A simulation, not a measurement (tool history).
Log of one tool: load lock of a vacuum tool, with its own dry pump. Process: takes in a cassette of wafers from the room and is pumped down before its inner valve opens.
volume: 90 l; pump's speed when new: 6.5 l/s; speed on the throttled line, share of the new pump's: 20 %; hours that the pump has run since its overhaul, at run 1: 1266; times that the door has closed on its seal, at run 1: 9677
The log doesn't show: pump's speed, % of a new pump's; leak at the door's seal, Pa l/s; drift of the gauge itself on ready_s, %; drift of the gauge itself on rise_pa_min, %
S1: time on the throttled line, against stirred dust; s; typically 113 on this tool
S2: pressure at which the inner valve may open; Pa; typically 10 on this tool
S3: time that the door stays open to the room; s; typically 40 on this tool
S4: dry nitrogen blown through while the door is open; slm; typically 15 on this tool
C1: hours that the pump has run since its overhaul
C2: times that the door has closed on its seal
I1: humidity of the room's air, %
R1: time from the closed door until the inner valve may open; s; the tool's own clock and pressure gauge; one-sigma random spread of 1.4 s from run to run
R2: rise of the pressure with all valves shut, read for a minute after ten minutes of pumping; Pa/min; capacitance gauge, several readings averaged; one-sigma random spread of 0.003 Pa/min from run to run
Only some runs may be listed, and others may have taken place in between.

{"run": 1, "day": 0.0, "S1": 113, "S2": 10, "S3": 40, "S4": 15, "C1": 1266, "C2": 9677, "I1": 47.5, "R1": 222, "R2": 0.096}
{"run": 2, "day": 6.85, "S1": 113, "S2": 10, "S3": 40, "S4": 7, "C1": 1431, "C2": 10140, "I1": 47.4, "R1": 221.2, "R2": 0.107}
{"run": 3, "day": 14.046, "S1": 113, "S2": 10, "S3": 40, "S4": 15, "C1": 1603, "C2": 10626, "I1": 43.7, "R1": 226.3, "R2": 0.105}
{"run": 4, "day": 20.071, "S1": 113, "S2": 10, "S3": 40, "S4": 15, "C1": 1748, "C2": 11034, "I1": 43.9, "R1": 223.4, "R2": 0.111}
{"run": 5, "day": 24.592, "S1": 113, "S2": 10, "S3": 40, "S4": 15, "C1": 1856, "C2": 11339, "I1": 44.8, "R1": 225.2, "R2": 0.107}
{"run": 6, "day": 28.854, "S1": 113, "S2": 10, "S3": 40, "S4": 15, "C1": 1959, "C2": 11627, "I1": 45.9, "R1": 226, "R2": 0.112}
{"run": 7, "day": 35.175, "S1": 113, "S2": 10, "S3": 40, "S4": 15, "C1": 2110, "C2": 12054, "I1": 44.5, "R1": 225.3, "R2": 0.119}
{"run": 8, "day": 38.883, "S1": 113, "S2": 10, "S3": 40, "S4": 15, "C1": 2199, "C2": 12305, "I1": 47.1, "R1": 225.3, "R2": 0.124}
{"run": 9, "day": 43.321, "S1": 100, "S2": 10, "S3": 40, "S4": 15, "C1": 2306, "C2": 12605, "I1": 48.4, "R1": 215.1, "R2": 0.125}
{"run": 10, "day": 49.617, "S1": 100, "S2": 10, "S3": 40, "S4": 15, "C1": 2457, "C2": 13031, "I1": 41.8, "R1": 215.7, "R2": 0.132}
{"run": 11, "day": 57.5, "S1": 113, "S2": 10, "S3": 40, "S4": 15, "C1": 2646, "C2": 13563, "I1": 45.9, "R1": 225.8, "R2": 0.139}
{"run": 12, "day": 63.112, "S1": 113, "S2": 10, "S3": 40, "S4": 22, "C1": 2781, "C2": 13943, "I1": 46.7, "R1": 224.7, "R2": 0.148}
{"run": 13, "day": 70.7, "S1": 113, "S2": 10, "S3": 40, "S4": 22, "C1": 2963, "C2": 14456, "I1": 46.1, "R1": 227.7, "R2": 0.147}
{"run": 14, "day": 77.379, "S1": 158, "S2": 10, "S3": 40, "S4": 22, "C1": 3123, "C2": 14907, "I1": 45.1, "R1": 259.8, "R2": 0.154}
{"run": 15, "day": 85.575, "S1": 113, "S2": 10, "S3": 75, "S4": 15, "C1": 3320, "C2": 15461, "I1": 46.2, "R1": 228.2, "R2": 0.169}
{"run": 16, "day": 93.642, "S1": 113, "S2": 10, "S3": 75, "S4": 15, "C1": 3514, "C2": 16006, "I1": 42, "R1": 228.8, "R2": 0.177}
{"run": 17, "day": 100.708, "S1": 113, "S2": 7, "S3": 75, "S4": 15, "C1": 3683, "C2": 16484, "I1": 44.6, "R1": 233, "R2": 0.189}
{"run": 18, "day": 106.7, "S1": 113, "S2": 7, "S3": 75, "S4": 15, "C1": 3827, "C2": 16889, "I1": 45.4, "R1": 232.3, "R2": 0.194}

Estimate the outcome of run 19 from the log above:
{"run": 19, "day": 110.046, "S1": 113, "S2": 7, "S3": 75, "S4": 15, "C1": 3907, "C2": 17115, "I1": 42.2, "R1": "?", "R2": "?"}

R1: 232.9 s
R2: 0.182 Pa/min
Were there no unlogged condition in the tool, this run, its random variation unchanged, would have produced R1 223.1 s, R2 0.009 Pa/min.
